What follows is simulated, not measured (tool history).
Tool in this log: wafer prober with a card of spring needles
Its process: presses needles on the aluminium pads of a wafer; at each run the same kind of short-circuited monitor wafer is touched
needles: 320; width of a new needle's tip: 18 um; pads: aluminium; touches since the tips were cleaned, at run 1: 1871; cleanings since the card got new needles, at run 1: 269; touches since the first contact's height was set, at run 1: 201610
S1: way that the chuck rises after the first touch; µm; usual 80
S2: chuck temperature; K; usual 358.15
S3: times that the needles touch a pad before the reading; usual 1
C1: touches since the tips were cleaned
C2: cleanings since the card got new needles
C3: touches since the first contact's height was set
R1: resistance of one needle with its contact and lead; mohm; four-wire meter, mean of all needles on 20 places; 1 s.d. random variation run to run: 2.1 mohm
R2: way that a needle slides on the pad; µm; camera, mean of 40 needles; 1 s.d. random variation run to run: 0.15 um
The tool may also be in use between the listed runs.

{"run": 1, "hour": 0.0, "S1": 80, "S2": 358.15, "S3": 1, "C1": 1871, "C2": 269, "C3": 201610, "R1": 226, "R2": 16.61}
{"hour": 1.0, "done": "tips cleaned on abrasive film"}
{"hour": 5.6, "done": "tips cleaned on abrasive film"}
{"hour": 10.2, "done": "tips cleaned on abrasive film"}
{"hour": 14.9, "done": "tips cleaned on abrasive film"}
{"hour": 18.6, "done": "tips cleaned on abrasive film"}
{"hour": 23.2, "done": "tips cleaned on abrasive film"}
{"hour": 26.9, "done": "tips cleaned on abrasive film"}
{"hour": 31.5, "done": "tips cleaned on abrasive film"}
{"hour": 36.2, "done": "tips cleaned on abrasive film"}
{"hour": 40.8, "done": "tips cleaned on abrasive film"}
{"run": 2, "hour": 41.4, "S1": 67, "S2": 358.15, "S3": 1, "C1": 339, "C2": 279, "C3": 224896, "R1": 229, "R2": 13.83}
{"hour": 45.1, "done": "tips cleaned on abrasive film"}
{"hour": 48.8, "done": "tips cleaned on abrasive film"}
{"hour": 53.4, "done": "tips cleaned on abrasive film"}
{"hour": 57.1, "done": "tips cleaned on abrasive film"}
{"hour": 61.8, "done": "tips cleaned on abrasive film"}
{"hour": 66.4, "done": "tips cleaned on abrasive film"}
{"run": 3, "hour": 67.4, "S1": 80, "S2": 358.15, "S3": 1, "C1": 565, "C2": 285, "C3": 239542, "R1": 221, "R2": 16.57}
{"hour": 70.2, "done": "tips cleaned on abrasive film"}
{"hour": 70.5, "done": "height of the first contact set anew"}
{"hour": 75.1, "done": "tips cleaned on abrasive film"}
{"hour": 79.7, "done": "tips cleaned on abrasive film"}
{"hour": 84.3, "done": "tips cleaned on abrasive film"}
{"hour": 89.0, "done": "tips cleaned on abrasive film"}
{"hour": 92.7, "done": "tips cleaned on abrasive film"}
{"hour": 97.3, "done": "tips cleaned on abrasive film"}
{"run": 4, "hour": 97.9, "S1": 80, "S2": 358.15, "S3": 3, "C1": 339, "C2": 292, "C3": 15463, "R1": 224, "R2": 16.65}
{"hour": 101.6, "done": "tips cleaned on abrasive film"}
{"hour": 106.2, "done": "tips cleaned on abrasive film"}
{"hour": 110.8, "done": "tips cleaned on abrasive film"}
{"hour": 115.5, "done": "tips cleaned on abrasive film"}
{"hour": 120.1, "done": "tips cleaned on abrasive film"}
{"hour": 123.8, "done": "tips cleaned on abrasive film"}
{"hour": 127.6, "done": "tips cleaned on abrasive film"}
{"run": 5, "hour": 127.6, "S1": 80, "S2": 358.15, "S3": 1, "C1": 0, "C2": 299, "C3": 32228, "R1": 226, "R2": 16.74}
{"hour": 131.4, "done": "tips cleaned on abrasive film"}
{"hour": 136.0, "done": "tips cleaned on abrasive film"}
{"hour": 139.7, "done": "tips cleaned on abrasive film"}
{"hour": 144.3, "done": "tips cleaned on abrasive film"}
{"hour": 148.0, "done": "tips cleaned on abrasive film"}
{"hour": 152.7, "done": "tips cleaned on abrasive film"}
{"run": 6, "hour": 155.2, "S1": 80, "S2": 358.15, "S3": 1, "C1": 1472, "C2": 305, "C3": 47783, "R1": 227, "R2": 16.84}
{"hour": 157.1, "done": "tips cleaned on abrasive film"}
{"hour": 161.7, "done": "tips cleaned on abrasive film"}
{"hour": 166.4, "done": "tips cleaned on abrasive film"}
{"hour": 171.0, "done": "tips cleaned on abrasive film"}
{"hour": 175.6, "done": "tips cleaned on abrasive film"}
{"hour": 180.2, "done": "tips cleaned on abrasive film"}
{"run": 7, "hour": 182.1, "S1": 80, "S2": 356.15, "S3": 1, "C1": 1109, "C2": 311, "C3": 62973, "R1": 226, "R2": 16.88}
{"hour": 184.0, "done": "tips cleaned on abrasive film"}
{"hour": 188.7, "done": "tips cleaned on abrasive film"}
{"hour": 193.3, "done": "tips cleaned on abrasive film"}
{"hour": 197.9, "done": "tips cleaned on abrasive film"}
{"hour": 202.5, "done": "tips cleaned on abrasive film"}
{"hour": 206.2, "done": "tips cleaned on abrasive film"}
{"hour": 210.9, "done": "tips cleaned on abrasive film"}
{"hour": 215.5, "done": "tips cleaned on abrasive film"}
{"hour": 220.1, "done": "tips cleaned on abrasive film"}
{"run": 8, "hour": 221.1, "S1": 80, "S2": 356.15, "S3": 1, "C1": 554, "C2": 320, "C3": 84909, "R1": 225, "R2": 16.45}
{"hour": 223.9, "done": "tips cleaned on abrasive film"}
{"hour": 228.5, "done": "tips cleaned on abrasive film"}
{"hour": 233.1, "done": "tips cleaned on abrasive film"}
{"hour": 237.7, "done": "tips cleaned on abrasive film"}
{"hour": 242.3, "done": "tips cleaned on abrasive film"}
{"run": 9, "hour": 244.2, "S1": 80, "S2": 356.15, "S3": 1, "C1": 1077, "C2": 325, "C3": 97971, "R1": 225, "R2": 16.9}
{"hour": 246.1, "done": "tips cleaned on abrasive film"}
{"hour": 250.7, "done": "tips cleaned on abrasive film"}
{"hour": 255.4, "done": "tips cleaned on abrasive film"}
{"hour": 260.0, "done": "tips cleaned on abrasive film"}
{"hour": 264.6, "done": "tips cleaned on abrasive film"}
{"hour": 269.2, "done": "tips cleaned on abrasive film"}
{"hour": 273.8, "done": "tips cleaned on abrasive film"}
{"hour": 278.5, "done": "tips cleaned on abrasive film"}
{"run": 10, "hour": 279.9, "S1": 80, "S2": 358.15, "S3": 2, "C1": 804, "C2": 333, "C3": 118076, "R1": 225, "R2": 16.77}
{"hour": 282.7, "done": "tips cleaned on abrasive film"}
{"hour": 287.3, "done": "tips cleaned on abrasive film"}
{"hour": 291.0, "done": "tips cleaned on abrasive film"}
{"hour": 295.6, "done": "tips cleaned on abrasive film"}
{"hour": 300.3, "done": "tips cleaned on abrasive film"}
{"run": 11, "hour": 303.4, "S1": 68, "S2": 356.15, "S3": 2, "C1": 1822, "C2": 338, "C3": 131371, "R1": 229, "R2": 13.96}
{"hour": 304.4, "done": "tips cleaned on abrasive film"}
{"hour": 309.0, "done": "tips cleaned on abrasive film"}
{"hour": 313.7, "done": "tips cleaned on abrasive film"}
{"hour": 318.3, "done": "tips cleaned on abrasive film"}
{"hour": 322.9, "done": "tips cleaned on abrasive film"}
{"hour": 326.6, "done": "tips cleaned on abrasive film"}
{"hour": 331.2, "done": "tips cleaned on abrasive film"}
{"hour": 335.9, "done": "tips cleaned on abrasive film"}
{"run": 12, "hour": 336.9, "S1": 90, "S2": 344.15, "S3": 3, "C1": 631, "C2": 346, "C3": 150254, "R1": 219, "R2": 18.49}
{"hour": 339.8, "done": "tips cleaned on abrasive film"}
{"hour": 344.4, "done": "tips cleaned on abrasive film"}
{"hour": 349.0, "done": "tips cleaned on abrasive film"}
{"hour": 353.6, "done": "tips cleaned on abrasive film"}
{"hour": 358.2, "done": "tips cleaned on abrasive film"}
{"hour": 362.9, "done": "tips cleaned on abrasive film"}
{"hour": 367.5, "done": "tips cleaned on abrasive film"}
{"hour": 372.1, "done": "tips cleaned on abrasive film"}
{"run": 13, "hour": 374.0, "S1": 90, "S2": 367.15, "S3": 1, "C1": 1106, "C2": 354, "C3": 171177, "R1": 227, "R2": 18.7}
{"hour": 375.9, "done": "tips cleaned on abrasive film"}
{"hour": 380.5, "done": "tips cleaned on abrasive film"}
{"hour": 385.2, "done": "tips cleaned on abrasive film"}
{"hour": 389.8, "done": "tips cleaned on abrasive film"}
{"hour": 394.4, "done": "tips cleaned on abrasive film"}
{"hour": 399.0, "done": "tips cleaned on abrasive film"}
{"run": 14, "hour": 400.2, "S1": 93, "S2": 366.15, "S3": 2, "C1": 682, "C2": 360, "C3": 185939, "R1": 225, "R2": 19.21}
{"hour": 403.0, "done": "tips cleaned on abrasive film"}
{"hour": 407.6, "done": "tips cleaned on abrasive film"}
{"hour": 412.3, "done": "tips cleaned on abrasive film"}
{"hour": 416.9, "done": "tips cleaned on abrasive film"}
{"hour": 421.5, "done": "tips cleaned on abrasive film"}
{"hour": 426.1, "done": "tips cleaned on abrasive film"}
{"hour": 429.8, "done": "tips cleaned on abrasive film"}
{"hour": 434.5, "done": "tips cleaned on abrasive film"}
{"hour": 438.2, "done": "tips cleaned on abrasive film"}
{"run": 15, "hour": 438.2, "S1": 78, "S2": 319.15, "S3": 1, "C1": 0, "C2": 369, "C3": 207360, "R1": 220, "R2": 16.31}
{"hour": 442.0, "done": "tips cleaned on abrasive film"}
{"hour": 446.6, "done": "tips cleaned on abrasive film"}
{"hour": 451.2, "done": "tips cleaned on abrasive film"}
{"hour": 455.8, "done": "tips cleaned on abrasive film"}
{"hour": 460.4, "done": "tips cleaned on abrasive film"}
{"run": 16, "hour": 461.2, "S1": 64, "S2": 336.15, "S3": 2, "C1": 414, "C2": 374, "C3": 220294, "R1": 224, "R2": 13.13}
{"hour": 464.9, "done": "tips cleaned on abrasive film"}
{"hour": 469.5, "done": "tips cleaned on abrasive film"}
{"hour": 474.1, "done": "tips cleaned on abrasive film"}
{"hour": 478.7, "done": "tips cleaned on abrasive film"}
{"hour": 483.4, "done": "tips cleaned on abrasive film"}
{"hour": 488.0, "done": "tips cleaned on abrasive film"}
{"run": 17, "hour": 490.8, "S1": 64, "S2": 336.15, "S3": 2, "C1": 1637, "C2": 380, "C3": 237055, "R1": 225, "R2": 13.31}
{"hour": 491.8, "done": "tips cleaned on abrasive film"}
{"hour": 503.8, "done": "card fitted with new needles"}
{"hour": 507.5, "done": "tips cleaned on abrasive film"}
{"hour": 512.2, "done": "tips cleaned on abrasive film"}
{"hour": 516.8, "done": "tips cleaned on abrasive film"}
{"hour": 521.4, "done": "tips cleaned on abrasive film"}
{"hour": 526.0, "done": "tips cleaned on abrasive film"}
{"hour": 530.6, "done": "tips cleaned on abrasive film"}
{"hour": 535.3, "done": "tips cleaned on abrasive film"}
{"hour": 539.9, "done": "tips cleaned on abrasive film"}
{"hour": 544.5, "done": "tips cleaned on abrasive film"}
{"hour": 548.2, "done": "tips cleaned on abrasive film"}
{"run": 18, "hour": 548.4, "S1": 71, "S2": 327.15, "S3": 2, "C1": 88, "C2": 10, "C3": 25121, "R1": 218, "R2": 14.87}
{"hour": 552.1, "done": "tips cleaned on abrasive film"}
{"hour": 556.7, "done": "tips cleaned on abrasive film"}
{"hour": 561.3, "done": "tips cleaned on abrasive film"}
{"hour": 565.0, "done": "tips cleaned on abrasive film"}
{"hour": 569.7, "done": "tips cleaned on abrasive film"}
{"hour": 574.3, "done": "tips cleaned on abrasive film"}
{"hour": 578.9, "done": "tips cleaned on abrasive film"}
{"run": 19, "hour": 578.9, "S1": 71, "S2": 331.15, "S3": 1, "C1": 0, "C2": 17, "C3": 42311, "R1": 218, "R2": 14.8}

4 ways to go on from here, each from the tool as it stands after run 19. What would each give?
{"hour": 583.5, "done": "tips cleaned on abrasive film"}
{"hour": 588.1, "done": "tips cleaned on abrasive film"}
{"hour": 592.7, "done": "tips cleaned on abrasive film"}
{"hour": 597.4, "done": "tips cleaned on abrasive film"}
{"hour": 602.0, "done": "tips cleaned on abrasive film"}
{"run": "A", "hour": 602.6, "S1": 64, "S2": 358.15, "S3": 1, "C1": 377, "C2": 22, "C3": 55725, "R1": "?", "R2": "?"}
{"hour": 583.5, "done": "tips cleaned on abrasive film"}
{"hour": 588.1, "done": "tips cleaned on abrasive film"}
{"hour": 592.7, "done": "tips cleaned on abrasive film"}
{"hour": 597.4, "done": "tips cleaned on abrasive film"}
{"hour": 602.0, "done": "tips cleaned on abrasive film"}
{"run": "B", "hour": 602.6, "S1": 65, "S2": 300.15, "S3": 1, "C1": 377, "C2": 22, "C3": 55725, "R1": "?", "R2": "?"}
{"hour": 583.5, "done": "tips cleaned on abrasive film"}
{"hour": 588.1, "done": "tips cleaned on abrasive film"}
{"hour": 592.7, "done": "tips cleaned on abrasive film"}
{"hour": 597.4, "done": "tips cleaned on abrasive film"}
{"hour": 602.0, "done": "tips cleaned on abrasive film"}
{"run": "C", "hour": 602.6, "S1": 77, "S2": 314.15, "S3": 1, "C1": 377, "C2": 22, "C3": 55725, "R1": "?", "R2": "?"}
{"hour": 583.5, "done": "tips cleaned on abrasive film"}
{"hour": 588.1, "done": "tips cleaned on abrasive film"}
{"hour": 592.7, "done": "tips cleaned on abrasive film"}
{"hour": 597.4, "done": "tips cleaned on abrasive film"}
{"hour": 602.0, "done": "tips cleaned on abrasive film"}
{"run": "D", "hour": 602.6, "S1": 63, "S2": 339.15, "S3": 1, "C1": 377, "C2": 22, "C3": 55725, "R1": "?", "R2": "?"}

run=A R1=228 R2=13.29
run=B R1=217 R2=13.55
run=C R1=217 R2=16.25
run=D R1=227 R2=12.97
Take away the tool's hidden state, keep each run's random variation, and the runs would have read:
run=A R1=228 R2=13.30
run=B R1=217 R2=13.55
run=C R1=216 R2=16.25
run=D R1=227 R2=12.97
